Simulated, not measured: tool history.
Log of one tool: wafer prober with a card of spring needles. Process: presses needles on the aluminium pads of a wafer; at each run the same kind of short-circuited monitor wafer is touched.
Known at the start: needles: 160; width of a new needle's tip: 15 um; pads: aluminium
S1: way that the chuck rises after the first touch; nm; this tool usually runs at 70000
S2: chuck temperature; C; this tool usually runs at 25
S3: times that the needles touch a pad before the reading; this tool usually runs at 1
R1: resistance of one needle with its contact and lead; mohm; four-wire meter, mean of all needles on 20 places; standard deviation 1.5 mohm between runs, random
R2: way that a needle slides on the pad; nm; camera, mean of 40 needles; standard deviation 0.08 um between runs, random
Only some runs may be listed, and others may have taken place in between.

run 1 hour=0 | S1=70000 S2=25 S3=1 | R1=304 R2=15370
-- hour=1.2 tips cleaned on abrasive film
-- hour=7 tips cleaned on abrasive film
-- hour=12.9 tips cleaned on abrasive film
-- hour=17.5 tips cleaned on abrasive film
-- hour=23.3 tips cleaned on abrasive film
-- hour=29.1 tips cleaned on abrasive film
-- hour=34.9 tips cleaned on abrasive film
-- hour=40.7 tips cleaned on abrasive film
-- hour=46.6 tips cleaned on abrasive film
-- hour=52.4 tips cleaned on abrasive film
run 2 hour=55.7 | S1=70000 S2=25 S3=1 | R1=293 R2=15250
-- hour=58.1 tips cleaned on abrasive film
-- hour=63.9 tips cleaned on abrasive film
-- hour=69.7 tips cleaned on abrasive film
-- hour=75.5 tips cleaned on abrasive film
-- hour=81.3 tips cleaned on abrasive film
-- hour=87.1 tips cleaned on abrasive film
-- hour=91.8 tips cleaned on abrasive film
-- hour=97.6 tips cleaned on abrasive film
-- hour=103.4 tips cleaned on abrasive film
-- hour=109.2 tips cleaned on abrasive film
run 3 hour=110.6 | S1=70000 S2=25 S3=1 | R1=234 R2=14890
-- hour=114.2 tips cleaned on abrasive film
-- hour=120 tips cleaned on abrasive film
-- hour=125.8 tips cleaned on abrasive film
-- hour=131.6 tips cleaned on abrasive film
-- hour=136.2 tips cleaned on abrasive film
run 4 hour=140.6 | S1=70000 S2=25 S3=2 | R1=254 R2=14800
-- hour=141.8 tips cleaned on abrasive film
-- hour=143.3 height of the first contact set anew
-- hour=147.9 tips cleaned on abrasive film
-- hour=152.6 tips cleaned on abrasive film
-- hour=158.4 tips cleaned on abrasive film
-- hour=164.2 tips cleaned on abrasive film
-- hour=170 tips cleaned on abrasive film
-- hour=175.8 tips cleaned on abrasive film
-- hour=181.6 tips cleaned on abrasive film
-- hour=187.4 tips cleaned on abrasive film
-- hour=193.2 tips cleaned on abrasive film
run 5 hour=195.3 | S1=70000 S2=25 S3=2 | R1=214 R2=15200
-- hour=198.8 tips cleaned on abrasive film
-- hour=204.6 tips cleaned on abrasive film
-- hour=210.4 tips cleaned on abrasive film
-- hour=216.2 tips cleaned on abrasive film
-- hour=222 tips cleaned on abrasive film
-- hour=226.7 tips cleaned on abrasive film
-- hour=232.5 tips cleaned on abrasive film
-- hour=237.2 tips cleaned on abrasive film
-- hour=243 tips cleaned on abrasive film
-- hour=247.7 tips cleaned on abrasive film
-- hour=253.5 tips cleaned on abrasive film
run 6 hour=255.2 | S1=70000 S2=54 S3=2 | R1=213 R2=15100
-- hour=258.7 tips cleaned on abrasive film
-- hour=263.3 tips cleaned on abrasive film
-- hour=269.1 tips cleaned on abrasive film
-- hour=273.8 tips cleaned on abrasive film
-- hour=279.6 tips cleaned on abrasive film
-- hour=284.3 tips cleaned on abrasive film
-- hour=290.1 tips cleaned on abrasive film
-- hour=295.9 tips cleaned on abrasive film
-- hour=301.7 tips cleaned on abrasive film
run 7 hour=303.1 | S1=70000 S2=60 S3=2 | R1=211 R2=14810
-- hour=306.6 tips cleaned on abrasive film
-- hour=312.4 tips cleaned on abrasive film
-- hour=318.3 tips cleaned on abrasive film
-- hour=324.1 tips cleaned on abrasive film
-- hour=327.8 height of the first contact set anew
-- hour=329 tips cleaned on abrasive film
-- hour=334.8 tips cleaned on abrasive film
-- hour=340.6 tips cleaned on abrasive film
-- hour=346.4 tips cleaned on abrasive film
run 8 hour=347.2 | S1=70000 S2=60 S3=2 | R1=191 R2=15430
-- hour=351.9 tips cleaned on abrasive film
-- hour=357.7 tips cleaned on abrasive film
-- hour=363.5 tips cleaned on abrasive film
-- hour=369.3 tips cleaned on abrasive film
-- hour=375.1 tips cleaned on abrasive film
-- hour=380.9 tips cleaned on abrasive film
-- hour=386.7 tips cleaned on abrasive film
-- hour=392.6 tips cleaned on abrasive film
-- hour=398.4 tips cleaned on abrasive film
run 9 hour=401.6 | S1=70000 S2=25 S3=3 | R1=203 R2=15320
-- hour=404 tips cleaned on abrasive film
-- hour=409.8 tips cleaned on abrasive film
-- hour=415.6 tips cleaned on abrasive film
-- hour=421.4 tips cleaned on abrasive film
-- hour=427.2 tips cleaned on abrasive film
-- hour=433.1 tips cleaned on abrasive film
-- hour=438.9 tips cleaned on abrasive film
-- hour=443.5 tips cleaned on abrasive film
-- hour=449.3 tips cleaned on abrasive film
run 10 hour=449.7 | S1=70000 S2=26 S3=1 | R1=195 R2=15070
-- hour=454.4 tips cleaned on abrasive film
-- hour=460.2 tips cleaned on abrasive film
-- hour=466 tips cleaned on abrasive film
-- hour=470.7 tips cleaned on abrasive film
-- hour=476.5 tips cleaned on abrasive film
-- hour=482.3 tips cleaned on abrasive film
-- hour=486.9 tips cleaned on abrasive film
-- hour=492.7 tips cleaned on abrasive film
-- hour=497.4 tips cleaned on abrasive film
-- hour=503.2 tips cleaned on abrasive film
-- hour=507.9 tips cleaned on abrasive film
run 11 hour=511.1 | S1=70000 S2=26 S3=1 | R1=312 R2=14670
-- hour=512.5 height of the first contact set anew
-- hour=513.8 tips cleaned on abrasive film
-- hour=519.6 tips cleaned on abrasive film
-- hour=525.4 tips cleaned on abrasive film
-- hour=531.2 tips cleaned on abrasive film
-- hour=537 tips cleaned on abrasive film
-- hour=542.8 tips cleaned on abrasive film
-- hour=547.5 tips cleaned on abrasive film
-- hour=553.3 tips cleaned on abrasive film
-- hour=559.1 tips cleaned on abrasive film
-- hour=564.9 tips cleaned on abrasive film
-- hour=569.9 tips cleaned on abrasive film
run 12 hour=569.9 | S1=70000 S2=123 S3=1 | R1=176 R2=15100
-- hour=575.7 tips cleaned on abrasive film
-- hour=581.5 tips cleaned on abrasive film
-- hour=587.3 tips cleaned on abrasive film
-- hour=592 tips cleaned on abrasive film
-- hour=597.8 tips cleaned on abrasive film
-- hour=603.6 tips cleaned on abrasive film
-- hour=609.4 tips cleaned on abrasive film
run 13 hour=612.7 | S1=70000 S2=123 S3=1 | R1=319 R2=15220
-- hour=615.1 tips cleaned on abrasive film
-- hour=620.9 tips cleaned on abrasive film
-- hour=626.7 tips cleaned on abrasive film
-- hour=632.5 tips cleaned on abrasive film
-- hour=637.2 tips cleaned on abrasive film
-- hour=643 tips cleaned on abrasive film
-- hour=648.8 tips cleaned on abrasive film
run 14 hour=651 | S1=64000 S2=25 S3=1 | R1=316 R2=13630
-- hour=654.5 tips cleaned on abrasive film
-- hour=660.3 tips cleaned on abrasive film
-- hour=666.1 tips cleaned on abrasive film
-- hour=671.9 tips cleaned on abrasive film
-- hour=677.7 tips cleaned on abrasive film
-- hour=683.5 tips cleaned on abrasive film
-- hour=695.5 card fitted with new needles
-- hour=701.3 tips cleaned on abrasive film
-- hour=707.2 tips cleaned on abrasive film
-- hour=713 tips cleaned on abrasive film
-- hour=718.8 tips cleaned on abrasive film
-- hour=724.6 tips cleaned on abrasive film
run 15 hour=724.7 | S1=70000 S2=85 S3=1 | R1=156 R2=15420
-- hour=729.3 tips cleaned on abrasive film
-- hour=735.1 tips cleaned on abrasive film
-- hour=739.8 tips cleaned on abrasive film
-- hour=745.6 tips cleaned on abrasive film
-- hour=750.3 tips cleaned on abrasive film
-- hour=756.1 tips cleaned on abrasive film
-- hour=760.8 tips cleaned on abrasive film
run 16 hour=763.6 | S1=81000 S2=25 S3=3 | R1=157 R2=17540
-- hour=766 tips cleaned on abrasive film
-- hour=770.6 tips cleaned on abrasive film
-- hour=776.4 tips cleaned on abrasive film
-- hour=781.1 tips cleaned on abrasive film
-- hour=786.9 tips cleaned on abrasive film
-- hour=792.7 tips cleaned on abrasive film
-- hour=798.5 tips cleaned on abrasive film
-- hour=804.3 tips cleaned on abrasive film
-- hour=810.1 tips cleaned on abrasive film
run 17 hour=812.1 | S1=51000 S2=25 S3=2 | R1=194 R2=10770
-- hour=815.6 tips cleaned on abrasive film
-- hour=820.3 tips cleaned on abrasive film
-- hour=826.1 tips cleaned on abrasive film
-- hour=830.7 tips cleaned on abrasive film
-- hour=836.5 tips cleaned on abrasive film
-- hour=842.3 tips cleaned on abrasive film
-- hour=847 tips cleaned on abrasive film
-- hour=852.8 tips cleaned on abrasive film
-- hour=858.6 tips cleaned on abrasive film
-- hour=864.3 tips cleaned on abrasive film
run 18 hour=864.3 | S1=62000 S2=46 S3=1 | R1=150 R2=13050

3 options for the next run, each taken on its own from the tool as it stands now. Forecast them:
-- hour=870.2 tips cleaned on abrasive film
-- hour=874.8 tips cleaned on abrasive film
-- hour=879.7 height of the first contact set anew
-- hour=880.9 tips cleaned on abrasive film
-- hour=886.7 tips cleaned on abrasive film
-- hour=892.5 tips cleaned on abrasive film
-- hour=897.2 tips cleaned on abrasive film
run A hour=899.4 | S1=62000 S2=52 S3=2 | R1=? R2=?
-- hour=870.2 tips cleaned on abrasive film
-- hour=874.8 tips cleaned on abrasive film
-- hour=879.7 height of the first contact set anew
-- hour=880.9 tips cleaned on abrasive film
-- hour=886.7 tips cleaned on abrasive film
-- hour=892.5 tips cleaned on abrasive film
-- hour=897.2 tips cleaned on abrasive film
run B hour=899.4 | S1=62000 S2=46 S3=2 | R1=? R2=?
-- hour=870.2 tips cleaned on abrasive film
-- hour=874.8 tips cleaned on abrasive film
-- hour=879.7 height of the first contact set anew
-- hour=880.9 tips cleaned on abrasive film
-- hour=886.7 tips cleaned on abrasive film
-- hour=892.5 tips cleaned on abrasive film
-- hour=897.2 tips cleaned on abrasive film
run C hour=899.4 | S1=70000 S2=25 S3=1 | R1=? R2=?

run=A R1=183 R2=13650
run=B R1=179 R2=13600
run=C R1=190 R2=15340
Without the tool's unlogged condition, the same runs would have read:
run=A R1=145 R2=13750
run=B R1=141 R2=13700
run=C R1=137 R2=15440
